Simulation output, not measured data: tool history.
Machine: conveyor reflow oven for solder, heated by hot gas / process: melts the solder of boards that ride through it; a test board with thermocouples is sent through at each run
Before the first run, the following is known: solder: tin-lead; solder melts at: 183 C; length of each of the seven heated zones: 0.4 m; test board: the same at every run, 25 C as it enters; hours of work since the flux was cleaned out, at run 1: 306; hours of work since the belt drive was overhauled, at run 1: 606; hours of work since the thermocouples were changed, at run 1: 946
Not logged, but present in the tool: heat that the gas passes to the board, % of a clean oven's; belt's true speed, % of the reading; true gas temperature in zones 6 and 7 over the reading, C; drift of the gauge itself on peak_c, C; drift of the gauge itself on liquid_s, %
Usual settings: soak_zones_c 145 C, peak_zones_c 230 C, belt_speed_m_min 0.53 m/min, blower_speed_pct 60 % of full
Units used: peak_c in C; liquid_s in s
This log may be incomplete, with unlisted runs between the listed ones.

run	day	soak_zones_c	peak_zones_c	belt_speed_m_min	blower_speed_pct	hours of work since the flux was cleaned out	hours of work since the belt drive was overhauled	hours of work since the thermocouples were changed	peak_c	liquid_s
1	0	145	230	0.53	60	306	606	946	208.4	61.8
2	2.579	145	230	0.53	60	333	633	974	208.7	62.1
3	4.329	145	230	0.53	60	352	652	992	208.8	61.5
4	7.583	137	230	0.53	60	386	686	1027	206.5	55.3
# day 9.954: flux residue cleaned out of gas plates and filters
# day 10.121: belt drive overhauled, speed set with a stopwatch
5	10.658	145	230	0.53	60	6	6	1055	211.9	65
6	12.633	145	230	0.53	68	27	27	1076	212.7	67.3
# day 14.042: thermocouples of zones 6 and 7 changed
7	14.912	145	230	0.53	60	50	50	9	214	67.4
8	16.517	157	230	0.53	60	67	67	26	215.8	75.8
9	19.475	145	233	0.482	62	98	98	58	218.5	79.7
10	21.483	145	233	0.53	82	119	119	79	219.2	73.8
11	24.929	155	230	0.53	60	156	156	115	214.7	74.1
12	26.533	145	230	0.53	63	173	173	132	212.6	66.7
13	29.571	145	230	0.53	63	205	205	165	213.1	67.2
14	32.296	156	230	0.53	63	234	234	193	214.5	74.9
15	34.217	141	230	0.53	78	254	254	214	213.7	66.2
16	37.746	141	230	0.53	78	292	292	251	213.4	66

Each row is a separate what-if for the run after 16, all from the same tool condition, not one after another. Results?
A	39.867	145	230	0.53	81	314	314	274	?	?
B	39.867	147	230	0.53	60	314	314	274	?	?
C	39.867	132	230	0.613	78	314	314	274	?	?
D	39.867	135	230	0.53	78	314	314	274	?	?

run	peak_c	liquid_s
A	215	68
B	210.9	64.9
C	207.3	45.8
D	211.7	61.7
Without the tool's hidden state the same runs would have given:
run	peak_c	liquid_s
A	218.4	71.3
B	214.2	68.4
C	211.5	50.7
D	215.4	65.8
